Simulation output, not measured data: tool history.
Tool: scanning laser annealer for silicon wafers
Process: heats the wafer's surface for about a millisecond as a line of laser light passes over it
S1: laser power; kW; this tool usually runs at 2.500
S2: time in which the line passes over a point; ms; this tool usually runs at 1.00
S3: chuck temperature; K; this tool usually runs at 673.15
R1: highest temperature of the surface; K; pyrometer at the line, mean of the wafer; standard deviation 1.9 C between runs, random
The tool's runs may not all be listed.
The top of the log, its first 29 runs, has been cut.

run 30 hour=1818.2 | S1=2.500 S2=0.71 S3=674.15 | R1=1305.15
run 31 hour=1862.6 | S1=2.625 S2=0.90 S3=674.15 | R1=1418.15
run 32 hour=1906.6 | S1=2.625 S2=0.90 S3=674.15 | R1=1414.15
-- hour=1938.5 window over the wafer cleaned
run 33 hour=1963.2 | S1=2.518 S2=1.03 S3=667.15 | R1=1464.15
run 34 hour=2007.1 | S1=2.501 S2=1.00 S3=673.15 | R1=1449.15
run 35 hour=2040.6 | S1=2.501 S2=0.74 S3=641.15 | R1=1304.15
run 36 hour=2100.5 | S1=2.468 S2=0.74 S3=658.15 | R1=1310.15
run 37 hour=2162.4 | S1=2.468 S2=0.74 S3=658.15 | R1=1308.15
run 38 hour=2213.3 | S1=2.468 S2=0.74 S3=658.15 | R1=1304.15
run 39 hour=2274.8 | S1=2.157 S2=0.74 S3=658.15 | R1=1216.15
run 40 hour=2337.2 | S1=2.157 S2=0.74 S3=658.15 | R1=1215.15

Below are 4 alternative next runs, each starting from the tool's condition after run 40. Predict each:
run A hour=2387.4 | S1=2.678 S2=0.74 S3=658.15 | R1=?
run B hour=2387.4 | S1=2.157 S2=0.71 S3=658.15 | R1=?
run C hour=2387.4 | S1=2.665 S2=0.74 S3=687.15 | R1=?
run D hour=2387.4 | S1=2.353 S2=0.80 S3=712.15 | R1=?

run=A R1=1347.15
run=B R1=1202.15
run=C R1=1374.15
run=D R1=1340.15
What these runs would have given with no unlogged condition in the tool:
run=A R1=1386.15
run=B R1=1232.15
run=C R1=1413.15
run=D R1=1375.15
